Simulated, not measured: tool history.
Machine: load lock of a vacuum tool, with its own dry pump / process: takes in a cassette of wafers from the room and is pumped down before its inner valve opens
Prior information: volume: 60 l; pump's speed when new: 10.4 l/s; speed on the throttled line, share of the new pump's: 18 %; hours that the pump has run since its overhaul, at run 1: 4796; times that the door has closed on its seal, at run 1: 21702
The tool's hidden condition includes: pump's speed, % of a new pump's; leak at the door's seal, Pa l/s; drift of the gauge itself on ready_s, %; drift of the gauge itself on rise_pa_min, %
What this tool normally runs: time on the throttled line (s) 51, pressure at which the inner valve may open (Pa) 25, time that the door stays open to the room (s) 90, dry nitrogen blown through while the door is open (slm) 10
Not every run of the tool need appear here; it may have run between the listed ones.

run    hour  time on the throttled line (s)  pressure at which the inner valve may open (Pa)  time that the door stays open to the room (s)  dry nitrogen blown through while the door is open (slm)  hours that the pump has run since its overhaul  times that the door has closed on its seal  incoming humidity of the room's air, %  time from the closed door until the inner valve may open (s)  rise of the pressure with all valves shut (Pa/min)
  1     0.0                              51                                               25                                             90                                                       10                                            4796                                       21702                                    45.3                                                          91.7                                               0.121
  2   245.3                              51                                               25                                             90                                                       10                                            5041                                       22506                                    44.8                                                          91.8                                               0.127
  3   364.3                              51                                               25                                             90                                                       10                                            5160                                       22897                                    47.6                                                          92.4                                               0.133
  4   533.5                              51                                               25                                             90                                                       10                                            5330                                       23451                                    43.0                                                          93.0                                               0.127
  5   701.7                              51                                               25                                             90                                                       10                                            5498                                       24002                                    45.9                                                          93.6                                               0.137
  6   967.1                              51                                               25                                             90                                                       10                                            5763                                       24872                                    44.0                                                          92.7                                               0.144
  7  1110.8                              51                                               25                                             90                                                       10                                            5907                                       25343                                    42.6                                                          92.2                                               0.131
  8  1336.7                              51                                               42                                             90                                                       10                                            6133                                       26083                                    42.2                                                          89.7                                               0.144
  9  1614.8                              51                                               25                                             90                                                       10                                            6411                                       26995                                    47.5                                                          93.0                                               0.153
 10  1770.9                              51                                               25                                             90                                                       10                                            6567                                       27507                                    47.6                                                          92.3                                               0.162
 11  1995.3                              51                                               25                                             90                                                       10                                            6791                                       28242                                    39.5                                                          93.3                                               0.155
 12  2274.7                              51                                               25                                             90                                                       10                                            7071                                       29158                                    46.5                                                          93.8                                               0.162
 13  2554.9                              51                                               25                                             90                                                       10                                            7351                                       30076                                    46.6                                                          93.5                                               0.169
 14  2755.0                              51                                               25                                             90                                                       10                                            7551                                       30732                                    41.6                                                          92.4                                               0.173
 15  3017.4                              51                                               25                                             90                                                       10                                            7814                                       31592                                    41.3                                                          93.6                                               0.175
 16  3245.9                              51                                               25                                             90                                                       10                                            8042                                       32341                                    45.2                                                          93.4                                               0.184
 17  3495.3                              51                                               18                                             90                                                       10                                            8291                                       33158                                    44.7                                                          96.0                                               0.190
 18  3670.7                              51                                               36                                             90                                                       10                                            8467                                       33734                                    43.9                                                          91.1                                               0.194
 19  3883.6                              51                                               45                                             90                                                       10                                            8680                                       34431                                    44.8                                                          89.3                                               0.200
 20  4017.2                              30                                               25                                             90                                                       28                                            8813                                       34869                                    45.2                                                          77.3                                               0.185
 21  4163.4                              30                                               25                                             40                                                       28                                            8960                                       35348                                    44.9                                                          77.0                                               0.183
 22  4290.8                              30                                               25                                             40                                                       28                                            9087                                       35766                                    45.4                                                          76.4                                               0.187
 23  4500.6                              88                                               25                                             26                                                        7                                            9297                                       36453                                    43.9                                                         123.2                                               0.192
 24  4664.8                              88                                               25                                             26                                                        7                                            9461                                       36991                                    45.6                                                         123.4                                               0.197
 25  4904.7                              51                                               34                                             90                                                       10                                            9701                                       37778                                    45.7                                                          92.0                                               0.229
 26  5068.0                              51                                               25                                            188                                                       10                                            9864                                       38313                                    48.5                                                          94.0                                               0.254
 27  5249.0                              51                                               25                                            188                                                       10                                           10045                                       38906                                    44.2                                                          94.5                                               0.255
 28  5505.6                              51                                               28                                             86                                                        7                                           10302                                       39747                                    41.4                                                          93.3                                               0.242
 29  5764.9                              51                                               28                                             86                                                        7                                           10561                                       40597                                    46.6                                                          94.0                                               0.251
 30  5899.3                              51                                               28                                             86                                                        7                                           10695                                       41038                                    40.8                                                          94.3                                               0.246
 31  6047.0                              41                                               28                                            159                                                        7                                           10843                                       41522                                    44.6                                                          85.3                                               0.270
 32  6301.3                              41                                               28                                            192                                                        7                                           11097                                       42355                                    46.8                                                          86.0                                               0.298
 33  6439.3                              48                                               25                                             90                                                        9                                           11235                                       42808                                    43.1                                                          93.3                                               0.262
 34  6637.9                              34                                               20                                             90                                                        6                                           11434                                       43459                                    51.0                                                          82.9                                               0.285
 35  6776.3                              34                                               20                                             90                                                        6                                           11572                                       43912                                    41.8                                                          83.1                                               0.270
 36  6951.3                              34                                               20                                             90                                                        6                                           11747                                       44486                                    48.0                                                          84.3                                               0.288
 37  7072.1                              34                                               20                                             90                                                        6                                           11868                                       44882                                    43.4                                                          83.8                                               0.282

Selected run-to-run steps in time from the closed door until the inner valve may open (s), each split into two signed amounts: the part the tool would show with no hidden state at all (from settings, incoming material and random variation), and the remainder, which goes to the hidden state together with any gauge scatter not common to the measured and the hidden-state-free results:
Run 19 -> 20: time on the throttled line (s) 51 -> 30, pressure at which the inner valve may open (Pa) 45 -> 25, dry nitrogen blown through while the door is open (slm) 10 -> 28. time from the closed door until the inner valve may open (s) -12.0: hidden state +0.8, all else -12.8.
Run 22 -> 23: time on the throttled line (s) 30 -> 88, time that the door stays open to the room (s) 40 -> 26, dry nitrogen blown through while the door is open (slm) 28 -> 7. time from the closed door until the inner valve may open (s) +46.8: hidden state -1.1, all else +47.9.
Run 24 -> 25: time on the throttled line (s) 88 -> 51, pressure at which the inner valve may open (Pa) 25 -> 34, time that the door stays open to the room (s) 26 -> 90, dry nitrogen blown through while the door is open (slm) 7 -> 10. time from the closed door until the inner valve may open (s) -31.4: hidden state +0.7, all else -32.1.
